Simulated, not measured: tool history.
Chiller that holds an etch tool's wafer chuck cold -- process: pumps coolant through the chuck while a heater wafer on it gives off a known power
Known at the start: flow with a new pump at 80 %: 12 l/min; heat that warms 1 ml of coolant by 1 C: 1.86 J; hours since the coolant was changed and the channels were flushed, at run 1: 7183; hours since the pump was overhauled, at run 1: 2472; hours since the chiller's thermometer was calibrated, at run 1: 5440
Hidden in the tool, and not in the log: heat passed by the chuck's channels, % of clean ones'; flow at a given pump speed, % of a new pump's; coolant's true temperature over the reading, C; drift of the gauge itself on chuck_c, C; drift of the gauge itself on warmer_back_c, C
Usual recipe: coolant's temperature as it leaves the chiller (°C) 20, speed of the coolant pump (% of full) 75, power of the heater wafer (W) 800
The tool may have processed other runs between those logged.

run	hour	coolant's temperature as it leaves the chiller (°C)	speed of the coolant pump (% of full)	power of the heater wafer (W)	hours since the coolant was changed and the channels were flushed	hours since the pump was overhauled	hours since the chiller's thermometer was calibrated	chuck's temperature once it has settled (°C)	how much warmer the coolant comes back (C)
1	0	20	75	800	7183	2472	5440	27.6	2.36
2	74.2	20	65	800	7257	2547	5514	28.6	2.75
3	154.2	20	75	800	7337	2626	5594	27.6	2.43
4	270	20	75	800	7453	2742	5710	27.7	2.38
5	350.5	17	75	800	7533	2823	5790	24.8	2.37
# hour 508.2: chiller's thermometer calibrated
6	519.2	17	75	800	7701	2991	11	24.1	2.36
7	612.5	20	75	800	7794	3084	104	27.2	2.4
8	697.4	20	75	800	7879	3169	189	27.1	2.43
9	847.6	20	75	502	8029	3319	339	24.5	1.54
10	959.1	20	92	502	8141	3430	451	23.9	1.2
11	1055.4	20	92	502	8237	3527	547	23.9	1.23
12	1204.8	20	75	800	8387	3676	697	27.3	2.46
13	1300.4	20	75	800	8482	3772	792	27.4	2.46
14	1403.5	23	75	800	8585	3875	895	30.4	2.41
15	1576.7	20	75	800	8759	4048	1069	27.4	2.52
16	1672.6	20	92	800	8854	4144	1164	26.4	1.96
17	1753.4	28	82	855	8935	4225	1245	35.7	2.46
18	1910	10	83	482	9092	4381	1402	14.3	1.31
19	2070.4	13	83	467	9252	4542	1562	17.4	1.3
20	2201.3	13	83	467	9383	4673	1693	17.3	1.28
21	2275.2	26	83	543	9457	4747	1767	31	1.52
22	2378.3	26	83	543	9560	4850	1870	31	1.48
23	2545.2	26	83	543	9727	5016	2037	31	1.55
24	2721.4	26	83	543	9903	5193	2213	31.2	1.51
25	2890.6	26	83	543	10072	5362	2382	31.3	1.52
26	3034.3	10	75	800	10216	5506	2526	18	2.53
# hour 3101.2: coolant changed, channels flushed
27	3156.6	22	65	893	55	5622	2642	30.2	3.32
28	3324.3	10	72	423	223	5790	2810	13.8	1.41
29	3438.9	10	72	423	338	5904	2925	13.8	1.41
30	3615	20	65	531	514	6080	3101	25	1.99
31	3786.1	12	91	1064	685	6251	3272	19.5	2.76

What differs in the tool's unlogged condition from the final listed run ahead of each entry between runs to the first listed run following it?
Between runs 5 and 6: chiller's thermometer calibrated (hour 508.2)
  heat passed by the chuck's channels, % of clean ones': 80.7 -> 80.2; flow at a given pump speed, % of a new pump's: 96 -> 95.7; coolant's true temperature over the reading, C: 0.7 -> 0.03
  what was measured, less what the result would be without the hidden state, chuck's temperature once it has settled (°C): +2 -> +1.3; how much warmer the coolant comes back (C): +0.09 -> +0.1
Between runs 26 and 27: coolant changed, channels flushed (hour 3101.2)
  heat passed by the chuck's channels, % of clean ones': 73.8 -> 99.6; flow at a given pump speed, % of a new pump's: 91.6 -> 91.4; coolant's true temperature over the reading, C: 0.35 -> 0.36
  what was measured, less what the result would be without the hidden state, chuck's temperature once it has settled (°C): +2.4 -> +0.9; how much warmer the coolant comes back (C): +0.22 -> +0.29

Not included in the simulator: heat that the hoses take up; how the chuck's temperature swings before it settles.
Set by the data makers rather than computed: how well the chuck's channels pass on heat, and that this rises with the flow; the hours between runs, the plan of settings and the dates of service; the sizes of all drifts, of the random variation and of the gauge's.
